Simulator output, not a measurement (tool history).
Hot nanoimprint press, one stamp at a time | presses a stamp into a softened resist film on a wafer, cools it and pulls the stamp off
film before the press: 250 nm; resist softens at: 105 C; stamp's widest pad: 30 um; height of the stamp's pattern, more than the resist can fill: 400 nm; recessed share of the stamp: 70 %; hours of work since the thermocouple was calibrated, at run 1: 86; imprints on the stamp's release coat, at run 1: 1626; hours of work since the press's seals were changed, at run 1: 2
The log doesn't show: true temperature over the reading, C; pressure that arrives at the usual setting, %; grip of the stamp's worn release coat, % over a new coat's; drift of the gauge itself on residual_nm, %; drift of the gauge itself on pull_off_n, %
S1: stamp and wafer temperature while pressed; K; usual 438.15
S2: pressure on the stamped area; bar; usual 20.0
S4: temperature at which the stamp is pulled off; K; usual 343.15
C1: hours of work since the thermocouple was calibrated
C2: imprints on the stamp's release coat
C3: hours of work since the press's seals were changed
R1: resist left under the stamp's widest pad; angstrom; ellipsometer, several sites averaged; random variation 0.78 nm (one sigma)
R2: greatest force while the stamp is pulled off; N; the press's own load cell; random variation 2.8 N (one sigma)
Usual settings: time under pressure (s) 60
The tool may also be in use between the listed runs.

run 1 hour=0.0 | S1=438.15 S2=20.0 time_under_pressure_(s)=60 S4=343.15 | C1=86 C2=1626 C3=2 | R1=1316 R2=217
run 2 hour=10.7 | S1=438.15 S2=20.0 time_under_pressure_(s)=60 S4=343.15 | C1=94 C2=1669 C3=9 | R1=1340 R2=225
run 3 hour=15.6 | S1=438.15 S2=20.0 time_under_pressure_(s)=60 S4=343.15 | C1=98 C2=1689 C3=13 | R1=1341 R2=224
run 4 hour=22.3 | S1=438.15 S2=20.0 time_under_pressure_(s)=60 S4=343.15 | C1=103 C2=1716 C3=18 | R1=1328 R2=221
run 5 hour=30.4 | S1=438.15 S2=16.3 time_under_pressure_(s)=60 S4=343.15 | C1=109 C2=1749 C3=24 | R1=1431 R2=223
run 6 hour=37.0 | S1=438.15 S2=16.3 time_under_pressure_(s)=60 S4=343.15 | C1=114 C2=1775 C3=29 | R1=1428 R2=227
run 7 hour=43.8 | S1=438.15 S2=16.3 time_under_pressure_(s)=60 S4=343.15 | C1=119 C2=1803 C3=34 | R1=1439 R2=228
run 8 hour=55.7 | S1=438.15 S2=16.3 time_under_pressure_(s)=60 S4=343.15 | C1=127 C2=1851 C3=42 | R1=1428 R2=240
run 9 hour=67.3 | S1=438.15 S2=20.0 time_under_pressure_(s)=60 S4=333.15 | C1=136 C2=1898 C3=51 | R1=1338 R2=279
run 10 hour=78.1 | S1=438.15 S2=20.0 time_under_pressure_(s)=60 S4=333.15 | C1=144 C2=1941 C3=59 | R1=1307 R2=267
run 11 hour=86.1 | S1=434.15 S2=20.0 time_under_pressure_(s)=60 S4=333.15 | C1=150 C2=1974 C3=65 | R1=1513 R2=277
-- hour=98.6 stamp cleaned and given a new release coat
run 12 hour=98.7 | S1=438.15 S2=23.7 time_under_pressure_(s)=84 S4=343.15 | C1=154 C2=0 C3=70 | R1=1093 R2=128
run 13 hour=104.6 | S1=438.15 S2=23.7 time_under_pressure_(s)=84 S4=343.15 | C1=159 C2=24 C3=74 | R1=1080 R2=129
run 14 hour=111.0 | S1=438.15 S2=23.7 time_under_pressure_(s)=84 S4=343.15 | C1=163 C2=50 C3=79 | R1=1085 R2=128
run 15 hour=119.0 | S1=438.15 S2=23.7 time_under_pressure_(s)=84 S4=343.15 | C1=169 C2=82 C3=85 | R1=1078 R2=129
run 16 hour=129.2 | S1=438.15 S2=23.7 time_under_pressure_(s)=84 S4=343.15 | C1=177 C2=123 C3=92 | R1=1093 R2=138
run 17 hour=138.3 | S1=436.15 S2=25.1 time_under_pressure_(s)=50 S4=346.15 | C1=184 C2=160 C3=99 | R1=1401 R2=130
run 18 hour=146.7 | S1=436.15 S2=25.1 time_under_pressure_(s)=50 S4=346.15 | C1=190 C2=194 C3=105 | R1=1386 R2=130
run 19 hour=153.2 | S1=436.15 S2=25.1 time_under_pressure_(s)=90 S4=331.15 | C1=195 C2=220 C3=110 | R1=1133 R2=164
run 20 hour=158.2 | S1=436.15 S2=25.1 time_under_pressure_(s)=90 S4=331.15 | C1=198 C2=240 C3=113 | R1=1119 R2=165
run 21 hour=163.6 | S1=435.15 S2=20.0 time_under_pressure_(s)=49 S4=343.15 | C1=202 C2=262 C3=117 | R1=1561 R2=142
run 22 hour=173.4 | S1=435.15 S2=20.0 time_under_pressure_(s)=62 S4=349.15 | C1=209 C2=302 C3=124 | R1=1431 R2=130

Forecast each of these 5 alternatives for the next run:
run A hour=180.7 | S1=435.15 S2=13.4 time_under_pressure_(s)=94 S4=340.15 | C1=215 C2=331 C3=130 | R1=? R2=?
run B hour=180.7 | S1=435.15 S2=31.0 time_under_pressure_(s)=114 S4=331.15 | C1=215 C2=331 C3=130 | R1=? R2=?
run C hour=180.7 | S1=447.15 S2=20.0 time_under_pressure_(s)=60 S4=345.15 | C1=215 C2=331 C3=130 | R1=? R2=?
run D hour=180.7 | S1=438.15 S2=20.0 time_under_pressure_(s)=41 S4=343.15 | C1=215 C2=331 C3=130 | R1=? R2=?
run E hour=180.7 | S1=429.15 S2=19.7 time_under_pressure_(s)=44 S4=349.15 | C1=215 C2=331 C3=130 | R1=? R2=?

run=A R1=1453 R2=149
run=B R1=965 R2=170
run=C R1=961 R2=138
run=D R1=1508 R2=147
run=E R1=1896 R2=135
Without the tool's hidden state the same runs would have given:
run=A R1=1481 R2=133
run=B R1=984 R2=152
run=C R1=978 R2=123
run=D R1=1532 R2=132
run=E R1=1920 R2=121

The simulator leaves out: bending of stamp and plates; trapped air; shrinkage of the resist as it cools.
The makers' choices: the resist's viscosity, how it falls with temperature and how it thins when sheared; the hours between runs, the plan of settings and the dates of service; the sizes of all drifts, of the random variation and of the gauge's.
